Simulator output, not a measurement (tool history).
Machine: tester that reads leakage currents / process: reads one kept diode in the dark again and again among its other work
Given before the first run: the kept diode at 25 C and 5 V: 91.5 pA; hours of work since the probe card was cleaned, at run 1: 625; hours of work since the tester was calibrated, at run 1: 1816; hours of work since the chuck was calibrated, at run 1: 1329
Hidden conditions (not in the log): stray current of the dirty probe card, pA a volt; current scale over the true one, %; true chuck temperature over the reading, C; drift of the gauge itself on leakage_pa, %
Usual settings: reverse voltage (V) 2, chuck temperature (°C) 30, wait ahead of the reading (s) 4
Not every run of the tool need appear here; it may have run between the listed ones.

run	hour	reverse voltage (V)	chuck temperature (°C)	wait ahead of the reading (s)	hours of work since the probe card was cleaned	hours of work since the tester was calibrated	hours of work since the chuck was calibrated	current that the tester gives (pA)
1	0	2	30	4	625	1816	1329	102.87
# hour 35.4: chuck's temperature calibrated
2	46.2	2	30	1.82	659	1850	8	90.97
3	109.9	2	30	4	708	1899	58	91.69
4	159	2	30	4	746	1937	96	91.34
5	218.9	2	30	4	792	1984	142	92.07
6	271.7	2	30	4	833	2024	183	93.08
7	337.3	2	30	4	884	2075	234	92.98
8	366.3	2	30	4	906	2098	256	92.9
9	402.5	2	30	3.8	935	2126	284	93.61
10	459.3	2	30	3.8	978	2170	328	93.67
11	502.6	2	30	3.8	1012	2203	362	93.74
12	554.4	2	30	3.8	1052	2243	402	94.61
# hour 575.8: tester calibrated
13	587.8	2.46	30	3.8	1076	9	426	106.92
14	618.4	14.14	30	3.8	1100	33	450	255.05
15	648.2	2	30	4	1123	56	473	96.87
16	693.5	2	30	4	1158	91	508	97.59
17	754	2	30	4	1205	138	555	97.49
18	809.1	3.39	30	4	1248	181	597	127.68
19	870.9	3.39	30	4	1295	228	645	127.36
20	898.1	2	30	4	1316	249	666	99.01
21	945.5	2	30	4	1353	286	703	99.38
22	976.1	2	25	6.32	1377	310	726	64.82
23	1023.6	2	25	6.32	1414	346	763	65.28
24	1084.9	2	30	4.91	1461	394	811	100.16
25	1113.4	2	25	4	1483	416	833	66.09
26	1152.1	18.2	25	0.7	1513	446	863	204.4
27	1179.8	2.02	35	1.42	1534	467	884	152.95
28	1209.6	2	22	2.52	1557	490	907	50.94
29	1250	2	22	2.52	1589	522	938	51.33
30	1306.2	2	48	3.07	1632	565	982	426.73
31	1342.5	10.22	26	9.02	1660	593	1010	166
32	1405.8	10.22	26	9.02	1709	642	1059	166.39
33	1444.8	10.22	26	9.02	1739	672	1089	166.57
34	1495.7	9.24	42	1.3	1779	712	1128	578.52
35	1534.2	9.24	20	1.3	1809	742	1158	98.71
36	1585.9	9.24	20	0.87	1849	782	1198	99.23
37	1649.5	2.13	24	4	1898	831	1247	64.69
38	1686.7	2.13	24	4	1927	860	1276	65.43
39	1747.6	11.31	34	0.89	1974	907	1323	347.6
# hour 1792.1: chuck's temperature calibrated
40	1815.1	4.61	30	5.56	2024	957	18	142.42
41	1853.6	2.75	30	4	2054	987	48	109.43

Here are 3 independent what-if runs from the current tool condition. What would each one return?
A	1908.9	4.57	27	0.32	2097	1030	90	?
B	1908.9	6.22	30	4	2097	1030	90	?
C	1908.9	1.7	30	0.34	2097	1030	90	?

run	current that the tester gives (pA)
A	111.16
B	165.5
C	87.22
Without the tool's unlogged condition, the same runs would have read:
run	current that the tester gives (pA)
A	105.1
B	157.22
C	84.79
